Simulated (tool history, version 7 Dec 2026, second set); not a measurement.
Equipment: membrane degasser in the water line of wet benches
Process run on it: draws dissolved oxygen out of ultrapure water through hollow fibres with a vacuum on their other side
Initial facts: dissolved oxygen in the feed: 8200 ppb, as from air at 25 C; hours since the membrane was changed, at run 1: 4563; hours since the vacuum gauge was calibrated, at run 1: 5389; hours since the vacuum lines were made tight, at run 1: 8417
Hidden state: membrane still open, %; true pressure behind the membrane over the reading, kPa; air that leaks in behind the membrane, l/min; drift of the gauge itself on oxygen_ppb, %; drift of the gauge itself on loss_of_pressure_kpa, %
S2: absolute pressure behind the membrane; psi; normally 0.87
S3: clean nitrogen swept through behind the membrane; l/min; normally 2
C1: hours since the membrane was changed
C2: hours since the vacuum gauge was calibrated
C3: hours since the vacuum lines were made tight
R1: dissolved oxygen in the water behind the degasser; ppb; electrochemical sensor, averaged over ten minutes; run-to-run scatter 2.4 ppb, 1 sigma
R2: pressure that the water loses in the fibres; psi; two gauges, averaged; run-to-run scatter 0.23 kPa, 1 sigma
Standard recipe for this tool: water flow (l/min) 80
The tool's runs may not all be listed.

Run 1, day 0: usual settings; C1 4563; C2 5389; C3 8417. Result: R1 264.8 ppb, R2 8.891 psi.
Run 2, day 5.338: usual settings but S2 1.635 psi; C1 4692; C2 5517; C3 8545. Result: R1 642 ppb, R2 8.859 psi.
Run 3, day 13.421: usual settings; C1 4886; C2 5711; C3 8739. Result: R1 263.1 ppb, R2 8.901 psi.
Run 4, day 17.062: usual settings; C1 4973; C2 5799; C3 8826. Result: R1 261.3 ppb, R2 8.833 psi.
Run 5, day 20.512: usual settings; C1 5056; C2 5882; C3 8909. Result: R1 269.3 ppb, R2 8.918 psi.
At day 24.462: seals of the vacuum lines changed.
At day 27.792: vacuum gauge calibrated.
Run 6, day 29.146: usual settings but S2 1.688 psi; C1 5260; C2 32; C3 112. Result: R1 700.2 ppb, R2 8.995 psi.
Run 7, day 33.821: usual settings but S2 1.633 psi; C1 5373; C2 145; C3 224. Result: R1 666.9 ppb, R2 8.882 psi.
Run 8, day 39.821: usual settings but S2 1.633 psi, S3 2.23 l/min; C1 5517; C2 289; C3 368. Result: R1 608.6 ppb, R2 8.979 psi.
Run 9, day 47.092: usual settings; C1 5691; C2 463; C3 543. Result: R1 269.3 ppb, R2 8.95 psi.
Run 10, day 52.308: usual settings but water flow (l/min) 101; C1 5816; C2 588; C3 668. Result: R1 348.5 ppb, R2 11.282 psi.
At day 56.45: vacuum gauge calibrated, once more.
Run 11, day 58.754: usual settings; C1 5970; C2 55; C3 822. Result: R1 246.9 ppb, R2 8.944 psi.
Run 12, day 63.396: usual settings but water flow (l/min) 59, S2 1.005 psi, S3 2.42 l/min; C1 6082; C2 167; C3 933. Result: R1 203.3 ppb, R2 6.65 psi.
Run 13, day 70.492: usual settings but water flow (l/min) 59, S2 1.005 psi, S3 2.42 l/min; C1 6252; C2 337; C3 1104. Result: R1 203.1 ppb, R2 6.664 psi.
Run 14, day 75.158: usual settings but water flow (l/min) 59, S2 1.005 psi, S3 2.42 l/min; C1 6364; C2 449; C3 1216. Result: R1 200.2 ppb, R2 6.672 psi.
Run 15, day 82.025: usual settings but water flow (l/min) 82, S2 1.804 psi, S3 2.42 l/min; C1 6529; C2 614; C3 1381. Result: R1 641.7 ppb, R2 9.278 psi.
Run 16, day 89.533: usual settings but water flow (l/min) 86, S2 0.809 psi, S3 5.97 l/min; C1 6709; C2 794; C3 1561. Result: R1 116.1 ppb, R2 9.726 psi.
Run 17, day 96.05: usual settings but water flow (l/min) 49, S2 0.925 psi, S3 5.89 l/min; C1 6866; C2 950; C3 1717. Result: R1 68 ppb, R2 5.575 psi.
Run 18, day 101.9: usual settings but water flow (l/min) 49, S2 0.925 psi, S3 5.89 l/min; C1 7006; C2 1091; C3 1857. Result: R1 68.2 ppb, R2 5.551 psi.
Run 19, day 108.262: usual settings but water flow (l/min) 101, S3 1.82 l/min; C1 7159; C2 1244; C3 2010. Result: R1 343.8 ppb, R2 11.519 psi.
Run 20, day 112.408: usual settings but water flow (l/min) 101, S3 1.82 l/min; C1 7258; C2 1343; C3 2110. Result: R1 347.7 ppb, R2 11.422 psi.
Run 21, day 118.108: usual settings but water flow (l/min) 101, S3 1.82 l/min; C1 7395; C2 1480; C3 2246. Result: R1 347.5 ppb, R2 11.414 psi.
Run 22, day 121.8: usual settings but water flow (l/min) 105, S2 0.74 psi, S3 1.46 l/min; C1 7484; C2 1568; C3 2335. Result: R1 311.8 ppb, R2 11.973 psi.

What if the next run were any one of these 5? Each begins from the tool's condition after run 22:
Run A, day 128.738: usual settings but water flow (l/min) 101, S2 0.74 psi, S3 1.46 l/min; C1 7650; C2 1735; C3 2502. Result: R1 ?, R2 ?.
Run B, day 128.738: usual settings but water flow (l/min) 56, S2 1.69 psi; C1 7650; C2 1735; C3 2502. Result: R1 ?, R2 ?.
Run C, day 128.738: usual settings but water flow (l/min) 64, S2 2.01 psi, S3 3.71 l/min; C1 7650; C2 1735; C3 2502. Result: R1 ?, R2 ?.
Run D, day 128.738: usual settings but water flow (l/min) 60, S2 1.227 psi, S3 1.26 l/min; C1 7650; C2 1735; C3 2502. Result: R1 ?, R2 ?.
Run E, day 128.738: usual settings but S2 0.532 psi, S3 0.82 l/min; C1 7650; C2 1735; C3 2502. Result: R1 ?, R2 ?.

run     R1      R2
  A  296.6  11.544
  B  493.5   6.377
  C  413.9   7.343
  D  480.9   6.885
  E  115.2    9.09
With no hidden state in the tool, these same runs would have given:
run     R1      R2
  A  265.3  10.672
  B  483.8   5.894
  C  403.8   6.791
  D  468.5   6.364
  E   89.2   8.401
